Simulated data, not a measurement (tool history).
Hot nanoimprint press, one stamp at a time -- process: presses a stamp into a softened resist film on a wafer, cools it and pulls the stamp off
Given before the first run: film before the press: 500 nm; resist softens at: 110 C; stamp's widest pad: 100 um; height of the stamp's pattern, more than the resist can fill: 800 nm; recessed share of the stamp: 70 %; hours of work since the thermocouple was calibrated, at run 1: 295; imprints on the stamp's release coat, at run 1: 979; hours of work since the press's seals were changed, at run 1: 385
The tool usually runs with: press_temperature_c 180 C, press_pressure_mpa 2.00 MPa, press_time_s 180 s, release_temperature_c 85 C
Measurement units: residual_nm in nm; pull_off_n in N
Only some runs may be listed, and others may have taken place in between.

run    hour  press_temperature_c  press_pressure_mpa  press_time_s  release_temperature_c  hours of work since the thermocouple was calibrated  imprints on the stamp's release coat  hours of work since the press's seals were changed  residual_nm  pull_off_n
  1     0.0                  180                2.00           180                     85                                                  295                                   979                                                 385        236.6         110
  2    51.3                  174                2.00           180                     85                                                  326                                  1163                                                 416        303.1         106
  3   105.3                  174                2.00           180                     85                                                  359                                  1357                                                 449        305.0         114
  4   145.3                  174                2.00           180                     85                                                  383                                  1501                                                 473        308.1         118
  5   167.5                  174                2.00           180                     85                                                  396                                  1581                                                 486        306.6         122
      192.9  -- stamp cleaned and given a new release coat
  6   202.9                  180                2.00           180                     85                                                  414                                    36                                                 504        241.0          96
      246.6  -- plate thermocouple calibrated
  7   251.1                  180                2.00           180                     85                                                    3                                   199                                                 531        228.3          96
  8   274.0                  189                2.00           180                     85                                                   16                                   281                                                 545        157.8          96
  9   311.7                  180                1.59           180                     85                                                   39                                   417                                                 567        259.2          97
 10   348.0                  180                1.59           180                     85                                                   61                                   547                                                 589        261.2         102
      391.5  -- press's hydraulic seals changed and the load cell set to zero
 11   401.2                  180                1.59           180                     85                                                   88                                   709                                                   6        254.8         101
 12   456.1                  180                2.00           180                     82                                                  121                                   907                                                  39        227.8         112
 13   482.2                  180                2.00           180                     82                                                  137                                  1000                                                  55        226.7         110
 14   508.3                  180                2.00           180                     84                                                  153                                  1094                                                  70        226.7         112
 15   533.4                  180                2.00           180                     84                                                  168                                  1184                                                  85        229.0         109
 16   563.4                  180                2.00           180                     84                                                  186                                  1292                                                 104        231.1         118
 17   614.7                  180                2.00           180                     84                                                  217                                  1476                                                 134        232.0         113
 18   639.8                  180                2.00           180                     84                                                  232                                  1566                                                 149        232.7         117
      669.0  -- stamp cleaned and given a new release coat
 19   686.2                  170                2.00           302                     84                                                  256                                    62                                                 174        303.9          98
 20   729.0                  170                2.76           187                     71                                                  282                                   216                                                 200        298.6         116
 21   781.5                  170                2.76           187                     75                                                  314                                   404                                                 231        300.7         110
 22   832.8                  180                1.95           180                     86                                                  344                                   589                                                 262        241.0         102
 23   863.2                  180                1.33           180                     72                                                  363                                   698                                                 280        289.7         120
 24   900.2                  180                2.00           153                     85                                                  385                                   831                                                 303        252.2         101
 25   938.3                  172                2.14           218                     80                                                  408                                   968                                                 326        303.1         114
 26   968.3                  180                3.15           107                     85                                                  426                                  1075                                                 344        226.2         112
      991.7  -- plate thermocouple calibrated
 27   995.2                  180                3.15           107                     85                                                    2                                  1161                                                 358        210.6         109
 28  1037.2                  180                3.15           107                     85                                                   27                                  1312                                                 383        213.2         109
 29  1080.9                  187                1.42           343                     78                                                   54                                  1469                                                 410        163.8         123
 30  1107.9                  187                2.69           165                     78                                                   70                                  1566                                                 426        148.3         124

What if the next run were any one of these 3? Each begins from the tool's condition after run 30:
     1138.2  -- stamp cleaned and given a new release coat
  A  1157.1                  180                2.00           180                     80                                                   96                                    68                                                 452            ?           ?
     1138.2  -- stamp cleaned and given a new release coat
  B  1157.1                  187                1.37           313                     77                                                   96                                    68                                                 452            ?           ?
     1138.2  -- stamp cleaned and given a new release coat
  C  1157.1                  169                2.55           165                     80                                                   96                                    68                                                 452            ?           ?

run  residual_nm  pull_off_n
  A        232.8          98
  B        177.3         106
  C        334.8         100
With the hidden condition removed and each run's random variation left untouched, the same runs would have given:
run  residual_nm  pull_off_n
  A        225.3          97
  B        172.5         105
  C        324.5          98
